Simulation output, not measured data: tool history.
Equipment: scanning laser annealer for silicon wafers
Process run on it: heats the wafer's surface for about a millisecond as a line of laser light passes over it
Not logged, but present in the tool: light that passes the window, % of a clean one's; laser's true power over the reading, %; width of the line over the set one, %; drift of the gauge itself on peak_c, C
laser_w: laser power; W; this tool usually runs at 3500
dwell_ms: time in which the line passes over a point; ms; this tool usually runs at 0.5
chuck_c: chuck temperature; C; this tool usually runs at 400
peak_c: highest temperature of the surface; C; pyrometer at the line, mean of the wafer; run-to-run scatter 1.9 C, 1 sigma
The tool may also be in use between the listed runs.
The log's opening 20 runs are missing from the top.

run,hour,laser_w,dwell_ms,chuck_c,hours of work since the window was cleaned,hours of work since the power meter was calibrated,hours of work since the optics were aligned,peak_c
21,742.6,3814,0.52,400,130,1066,1200,1271
22,774.4,3814,0.448,372,152,1088,1222,1171
23,811.7,3593,0.418,400,178,1114,1248,1110
24,856.5,3672,0.394,405,209,1145,1280,1113
25,902.5,3330,0.489,425,241,1177,1312,1125
26,928.8,3330,0.496,373,259,1195,1330,1077
27,957.4,3043,0.505,400,279,1215,1350,1031
# hour 995.3: window over the wafer cleaned
28,995.3,3317,0.505,373,0,1240,1375,1098
29,1020.4,3438,0.5,432,17,1258,1392,1183
30,1055.5,3438,0.5,432,42,1282,1417,1182
31,1081.2,3162,0.525,432,60,1300,1434,1120
32,1102.6,3768,0.581,370,75,1315,1449,1291
# hour 1128.8: optics aligned, line set to its width
33,1147.8,3599,0.449,400,103,1343,13,1165
34,1178.3,3222,0.524,400,124,1364,34,1120
35,1202.7,3348,0.524,415,141,1381,51,1169
36,1247.3,3116,0.525,415,172,1412,82,1105
37,1273.9,3486,0.405,400,190,1430,101,1090
38,1321.8,3500,0.374,376,224,1464,134,1040
39,1357.8,3227,0.5,400,249,1489,159,1097
40,1379.6,3455,0.5,400,264,1504,174,1161

Here are 3 independent what-if runs from the current tool condition. What would each one return?
A,1423.2,3261,0.375,420,294,1534,205,?
B,1423.2,3182,0.517,400,294,1534,205,?
C,1423.2,3294,0.539,400,294,1534,205,?

run,peak_c
A,1021
B,1092
C,1136
Had the tool no hidden state, the same runs would have come out as:
run,peak_c
A,1043
B,1117
C,1163
